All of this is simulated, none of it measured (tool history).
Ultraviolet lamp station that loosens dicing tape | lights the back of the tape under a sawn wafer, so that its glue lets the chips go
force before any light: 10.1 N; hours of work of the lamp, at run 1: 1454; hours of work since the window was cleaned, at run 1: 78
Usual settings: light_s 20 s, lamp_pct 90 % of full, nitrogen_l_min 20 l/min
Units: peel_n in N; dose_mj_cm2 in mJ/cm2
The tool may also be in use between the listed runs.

| run | day | light_s | lamp_pct | nitrogen_l_min | hours of work of the lamp | hours of work since the window was cleaned | peel_n | dose_mj_cm2 |
|---|---|---|---|---|---|---|---|---|
| 1 | 0 | 20 | 90 | 20 | 1454 | 78 | 0.507 | 315 |
| 2 | 2.208 | 20 | 90 | 8 | 1492 | 116 | 0.844 | 306 |
| 3 | 4.396 | 20 | 90 | 8 | 1530 | 154 | 0.939 | 301 |
| 4 | 6.154 | 21 | 90 | 8 | 1561 | 185 | 0.838 | 316 |
| 5 | 8.008 | 21 | 90 | 8 | 1593 | 217 | 0.851 | 308 |
| 6 | 9.871 | 21 | 90 | 8 | 1626 | 250 | 0.857 | 307 |
| 7 | 11.867 | 21 | 90 | 10 | 1661 | 285 | 0.807 | 304 |
| 8 | 14.25 | 20 | 90 | 24 | 1702 | 326 | 0.598 | 281 |
| 9 | 16.133 | 20 | 90 | 24 | 1735 | 359 | 0.614 | 275 |
| 10 | 18.221 | 20 | 93 | 20 | 1771 | 395 | 0.621 | 286 |
| 11 | 19.95 | 20 | 93 | 20 | 1801 | 426 | 0.651 | 278 |
| 12 | 21.746 | 20 | 90 | 20 | 1833 | 457 | 0.719 | 272 |
| 13 | 23.162 | 20 | 90 | 20 | 1857 | 482 | 0.743 | 267 |
| 14 | 26.142 | 11 | 90 | 20 | 1909 | 534 | 2.301 | 141 |
| 15 | 29.267 | 11 | 90 | 10 | 1964 | 588 | 3.08 | 142 |
|  | 30.504 | lamp changed |
| 16 | 32.388 | 11 | 90 | 10 | 33 | 642 | 2.023 | 182 |
|  | 33.312 | window cleaned of glue's vapour |
| 17 | 33.904 | 20 | 90 | 20 | 59 | 10 | 0.278 | 389 |
| 18 | 35.704 | 25 | 91 | 27 | 90 | 42 | 0.141 | 486 |
| 19 | 38.521 | 29 | 100 | 34 | 139 | 91 | 0.086 | 594 |
| 20 | 40.35 | 20 | 72 | 31 | 171 | 123 | 0.452 | 297 |
| 21 | 42.567 | 11 | 90 | 17 | 210 | 161 | 1.418 | 201 |
| 22 | 44.517 | 15 | 90 | 22 | 244 | 195 | 0.666 | 274 |
| 23 | 47.221 | 18 | 90 | 10 | 291 | 243 | 0.66 | 322 |
| 24 | 49.142 | 22 | 99 | 8 | 325 | 276 | 0.333 | 427 |
| 25 | 51.942 | 22 | 99 | 8 | 373 | 325 | 0.384 | 424 |
| 26 | 53.808 | 26 | 60 | 24 | 406 | 357 | 0.522 | 305 |
| 27 | 56.804 | 26 | 60 | 24 | 458 | 410 | 0.533 | 295 |
| 28 | 59.004 | 26 | 60 | 24 | 497 | 448 | 0.562 | 288 |
| 29 | 61.454 | 26 | 60 | 24 | 539 | 491 | 0.607 | 284 |
| 30 | 64.008 | 26 | 60 | 24 | 584 | 535 | 0.614 | 280 |
| 31 | 65.896 | 19 | 71 | 14 | 617 | 568 | 1.148 | 239 |
| 32 | 68.3 | 26 | 71 | 14 | 659 | 610 | 0.568 | 318 |
| 33 | 70.717 | 26 | 71 | 14 | 701 | 652 | 0.595 | 318 |

Forecast each of these 4 alternatives for the next run:
|  | 71 | window cleaned of glue's vapour |
| A | 73.633 | 14 | 90 | 20 | 751 | 46 | ? | ? |
|  | 71 | window cleaned of glue's vapour |
| B | 73.633 | 20 | 90 | 34 | 751 | 46 | ? | ? |
|  | 71 | window cleaned of glue's vapour |
| C | 73.633 | 26 | 71 | 17 | 751 | 46 | ? | ? |
|  | 71 | window cleaned of glue's vapour |
| D | 73.633 | 20 | 90 | 20 | 751 | 46 | ? | ? |

| run | peel_n | dose_mj_cm2 |
|---|---|---|
| A | 0.87 | 250 |
| B | 0.273 | 358 |
| C | 0.343 | 360 |
| D | 0.358 | 353 |
Without the tool's hidden state the same runs would have given:
| run | peel_n | dose_mj_cm2 |
|---|---|---|
| A | 0.666 | 279 |
| B | 0.202 | 401 |
| C | 0.252 | 403 |
| D | 0.264 | 395 |
